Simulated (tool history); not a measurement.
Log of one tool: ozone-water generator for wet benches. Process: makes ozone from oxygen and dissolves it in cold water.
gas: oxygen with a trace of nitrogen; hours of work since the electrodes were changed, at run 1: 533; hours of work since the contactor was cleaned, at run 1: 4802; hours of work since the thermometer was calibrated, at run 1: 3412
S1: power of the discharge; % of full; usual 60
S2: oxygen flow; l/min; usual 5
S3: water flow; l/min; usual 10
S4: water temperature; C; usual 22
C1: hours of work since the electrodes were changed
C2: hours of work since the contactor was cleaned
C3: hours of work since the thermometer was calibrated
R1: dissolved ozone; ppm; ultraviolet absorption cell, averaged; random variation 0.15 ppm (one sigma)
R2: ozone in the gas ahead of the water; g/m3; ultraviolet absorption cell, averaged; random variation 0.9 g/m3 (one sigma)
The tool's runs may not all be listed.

run,day,S1,S2,S3,S4,C1,C2,C3,R1,R2
1,0,60,5,10,22,533,4802,3412,17.7,147.3
2,1.829,60,5,10,18,564,4833,3443,18.9,148.3
3,4.267,60,5,10,18,605,4874,3484,18.9,146.9
4,5.562,60,5,10,18,627,4896,3506,18.8,147.7
5,7.888,60,5,10,22,667,4935,3546,17.3,148
6,10.162,60,5,13,22,705,4973,3584,14.6,148
7,11.667,60,6.63,10,22,730,4999,3609,17.5,133.6
8,13.488,60,4.03,10,22,761,5029,3640,16.9,156.5
9,15.1,52,4.03,10,22,788,5057,3667,15.3,138.7
10,16.279,52,4.03,10,22,808,5077,3687,14.9,139.1
11,17.892,52,7.75,10,22,835,5104,3714,15.5,113
12,20.412,52,7.75,10,22,878,5146,3757,15.6,114.9
13,22.75,60,5,10,22,918,5186,3797,17.3,145.8
14,24.183,60,5,10,22,942,5210,3821,17.3,146.5
15,26.192,60,5,10,22,976,5244,3855,17.2,146.4
16,28.029,60,5,10,21,1007,5275,3886,17.7,144
17,30.15,92,5,10,16,1042,5311,3921,27.8,206.7
18,31.912,92,5,10,16,1072,5341,3951,27.7,204.9
19,34.362,92,7.45,10,16,1114,5382,3993,28.1,182.5
20,36.275,55,5,10,22,1146,5414,4025,16.2,137.3
21,37.604,68,4.16,15,29,1168,5437,4047,12.1,169.5
22,39.204,50,5,13,16,1195,5464,4074,13.9,126.3
23,41.546,50,5,13,16,1235,5503,4114,13.8,125.2
# day 41.996: water thermometer calibrated
24,44.083,61,4.08,16,18,1277,5546,35,12.5,156.5
25,45.612,60,4.31,8,22,1303,5572,61,19.8,153.2
26,47.808,43,3.72,10,22,1340,5609,98,13,122.1
27,49.238,60,5,14,22,1364,5633,122,13.4,144.3
28,50.925,56,5,11,16,1393,5661,151,17,136.9
29,52.904,56,5,11,16,1426,5695,184,16.7,138.2
30,55.046,56,5,11,16,1462,5731,220,17.1,135.6
31,57.208,56,6.41,6,16,1499,5767,257,25.3,127.4
32,58.496,56,6.41,6,16,1521,5789,279,25.1,125.7

3 ways to go on from here, each from the tool as it stands after run 32. What would each give?
A,60.646,56,6.41,6,16,1557,5825,315,?,?
B,60.646,60,5,10,30,1557,5825,315,?,?
C,60.646,60,5,8,22,1557,5825,315,?,?

run,R1,R2
A,25.2,126.5
B,14.5,142.8
C,20,144.6
Without the tool's hidden state the same runs would have given:
run,R1,R2
A,26.6,130
B,15.4,147
C,21.2,148.8
